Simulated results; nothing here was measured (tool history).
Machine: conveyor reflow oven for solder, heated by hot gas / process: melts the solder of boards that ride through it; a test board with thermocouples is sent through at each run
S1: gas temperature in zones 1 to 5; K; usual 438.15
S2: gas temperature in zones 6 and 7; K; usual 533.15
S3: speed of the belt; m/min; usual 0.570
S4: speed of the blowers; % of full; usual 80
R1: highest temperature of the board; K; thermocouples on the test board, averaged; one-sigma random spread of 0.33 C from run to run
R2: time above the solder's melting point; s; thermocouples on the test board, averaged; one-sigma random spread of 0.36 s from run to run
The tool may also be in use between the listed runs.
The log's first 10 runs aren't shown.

run   hour      S1      S2     S3  S4      R1    R2
 11  280.2  438.15  533.15  0.570  78  515.35  44.6
 12  301.4  438.15  533.15  0.616  80  513.35  38.7
 13  332.5  438.15  533.15  0.616  80  512.65  38.3
 14  370.5  438.15  533.15  0.653  80  510.45  32.8
 15  391.7  438.15  533.15  0.653  80  510.45  32.5
 16  431.8  438.15  537.15  0.645  80  514.35  35.9
     450.1  -- thermocouples of zones 6 and 7 changed
 17  454.6  430.15  523.15  0.562  59  502.45  25.7
     489.4  -- flux residue cleaned out of gas plates and filters
 18  490.7  439.15  523.15  0.620  51  500.15  20.4
 19  524.4  438.15  533.15  0.469  83  522.35  64.9
 20  545.2  438.15  539.15  0.486  69  525.35  63.4
 21  575.2  438.15  539.15  0.486  69  524.75  62.8
 22  613.2  438.15  544.15  0.600  80  523.75  48.3
 23  640.0  438.15  537.15  0.544  80  521.25  53.1
 24  657.8  438.15  537.15  0.544  80  520.35  51.3
 25  674.9  438.15  537.15  0.544  80  520.95  51.7
 26  714.8  438.15  533.15  0.631  80  511.35  35.2
 27  732.2  443.15  533.15  0.649  73  510.55  34.4
 28  755.1  430.15  523.15  0.470  60  507.65  43.0
 29  788.5  438.15  522.15  0.570  65  503.65  29.4
     810.0  -- belt drive overhauled, speed set with a stopwatch
     823.1  -- flux residue cleaned out of gas plates and filters
 30  838.0  452.15  524.15  0.570  80  510.55  44.9

What if the next run were any one of these 3? Each begins from the tool's condition after run 30:
  A  869.7  429.15  533.15  0.570  80   ?   ?
  B  869.7  438.15  531.15  0.570  80   ?   ?
  C  869.7  438.15  535.15  0.570  80   ?   ?

run      R1    R2
  A  514.05  40.0
  B  513.85  42.8
  C  517.05  46.8
Had the tool no hidden state, the same runs would have come out as:
run      R1    R2
  A  515.35  41.4
  B  515.05  44.1
  C  518.25  48.0

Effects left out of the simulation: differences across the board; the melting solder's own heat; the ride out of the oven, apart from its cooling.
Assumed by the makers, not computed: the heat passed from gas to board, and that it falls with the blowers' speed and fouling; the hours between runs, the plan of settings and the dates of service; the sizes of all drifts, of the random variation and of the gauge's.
